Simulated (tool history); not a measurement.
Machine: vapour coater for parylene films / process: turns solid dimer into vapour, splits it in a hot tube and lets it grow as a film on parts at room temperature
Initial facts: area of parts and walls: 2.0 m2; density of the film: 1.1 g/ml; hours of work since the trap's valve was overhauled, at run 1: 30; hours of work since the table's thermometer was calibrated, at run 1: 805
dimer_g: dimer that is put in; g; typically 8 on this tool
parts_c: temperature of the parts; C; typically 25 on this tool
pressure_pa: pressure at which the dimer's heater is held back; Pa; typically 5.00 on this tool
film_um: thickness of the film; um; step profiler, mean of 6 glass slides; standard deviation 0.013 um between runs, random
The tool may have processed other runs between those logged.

| run | day | dimer_g | parts_c | pressure_pa | hours of work since the trap's valve was overhauled | hours of work since the table's thermometer was calibrated | film_um |
|---|---|---|---|---|---|---|---|
| 1 | 0.000 | 8 | 25 | 5.00 | 30 | 805 | 1.98 |
| 2 | 1.254 | 8 | 25 | 4.71 | 52 | 826 | 1.95 |
| 3 | 3.083 | 8 | 28 | 4.71 | 84 | 858 | 1.73 |
| 4 | 4.254 | 8 | 28 | 4.71 | 104 | 878 | 1.74 |
| 5 | 6.321 | 8 | 25 | 5.00 | 140 | 914 | 1.95 |
| 6 | 8.404 | 8 | 25 | 5.00 | 176 | 950 | 1.94 |
| 7 | 10.133 | 8 | 25 | 5.00 | 205 | 980 | 1.97 |
| 8 | 12.021 | 8 | 25 | 5.00 | 238 | 1012 | 1.93 |
| 9 | 14.033 | 5 | 25 | 5.00 | 273 | 1047 | 1.21 |
| 10 | 14.962 | 5 | 25 | 5.00 | 289 | 1063 | 1.20 |
| 11 | 17.067 | 5 | 25 | 5.00 | 325 | 1099 | 1.21 |
| 12 | 18.000 | 8 | 25 | 5.00 | 341 | 1116 | 1.89 |
| 13 | 20.104 | 8 | 25 | 5.00 | 378 | 1152 | 1.93 |
| 14 | 21.575 | 8 | 17 | 5.00 | 403 | 1177 | 2.71 |
| 15 | 22.917 | 8 | 17 | 5.00 | 426 | 1200 | 2.70 |
| 16 | 25.000 | 8 | 25 | 5.00 | 462 | 1236 | 1.89 |
| 17 | 26.396 | 8 | 25 | 5.00 | 486 | 1260 | 1.90 |
| 18 | 27.633 | 8 | 25 | 5.00 | 508 | 1282 | 1.87 |
| 19 | 29.004 | 8 | 25 | 5.00 | 531 | 1306 | 1.86 |
| 20 | 30.354 | 8 | 30 | 5.00 | 554 | 1329 | 1.52 |
| 21 | 32.246 | 8 | 30 | 5.00 | 587 | 1361 | 1.50 |
| 22 | 33.417 | 8 | 30 | 5.00 | 607 | 1382 | 1.48 |
|  | 33.867 | trap's valve overhauled |
| 23 | 35.592 | 8 | 27 | 4.93 | 30 | 1416 | 1.79 |
| 24 | 37.471 | 7 | 21 | 9.48 | 62 | 1449 | 1.96 |

Expected results for the next run?
| 25 | 39.379 | 9 | 32 | 5.00 | 95 | 1482 | ? |

film_um: 1.60 um
If the tool had no hidden condition, the same run with the same run-to-run variation would have returned film_um 1.65 um.
